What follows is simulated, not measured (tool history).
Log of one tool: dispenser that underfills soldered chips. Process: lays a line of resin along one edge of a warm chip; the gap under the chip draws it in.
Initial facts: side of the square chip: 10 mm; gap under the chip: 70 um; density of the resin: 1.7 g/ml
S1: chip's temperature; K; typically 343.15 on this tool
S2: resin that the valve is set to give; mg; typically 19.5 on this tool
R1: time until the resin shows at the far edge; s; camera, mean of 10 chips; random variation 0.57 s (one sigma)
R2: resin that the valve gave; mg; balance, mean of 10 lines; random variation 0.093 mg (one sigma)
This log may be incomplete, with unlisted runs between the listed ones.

run	hour	S1	S2	R1	R2
1	0	343.15	19.5	48.5	18.35
2	3.1	343.15	19.5	54.9	18.52
# hour 8.2: new syringe of resin
3	8.9	336.15	19.5	68.8	18.5
4	11.6	336.15	19.5	76.5	18.41
# hour 16.8: new syringe of resin
5	17.6	343.15	19.5	49.2	18.42
6	21.2	343.15	19.5	57	18.44
# hour 25.3: dispensing valve cleaned and set on the balance
# hour 26.2: new syringe of resin
7	26.7	343.15	19.5	47.1	19.32
8	31.8	335.15	16.9	91.7	16.82
# hour 34.7: new syringe of resin
9	36.5	347.15	19.7	40.9	19.74
10	39.4	337.15	17.4	77.6	17.25
# hour 43.5: new syringe of resin
11	45.8	328.15	22.4	114.3	22.13
12	50.9	343.15	23.1	62.6	22.89
# hour 52.4: new syringe of resin
13	56	332.15	20.2	97.3	19.88

Branching from run 13: 5 alternative next runs. What would each branch give?
# hour 61.2: new syringe of resin
A	62.5	350.15	20.2	?	?
# hour 61.2: new syringe of resin
B	62.5	328.15	25.3	?	?
# hour 61.2: new syringe of resin
C	62.5	329.15	20.2	?	?
# hour 61.2: new syringe of resin
D	62.5	331.15	24.5	?	?
# hour 61.2: new syringe of resin
E	62.5	333.15	24.5	?	?

run	R1	R2
A	33.8	19.77
B	108.2	24.96
C	103.2	19.92
D	90.3	24.07
E	82	24.09
Without the tool's hidden state the same runs would have given:
run	R1	R2
A	33.9	20.11
B	109.2	25.39
C	104	20.26
D	91.1	24.48
E	82.7	24.5

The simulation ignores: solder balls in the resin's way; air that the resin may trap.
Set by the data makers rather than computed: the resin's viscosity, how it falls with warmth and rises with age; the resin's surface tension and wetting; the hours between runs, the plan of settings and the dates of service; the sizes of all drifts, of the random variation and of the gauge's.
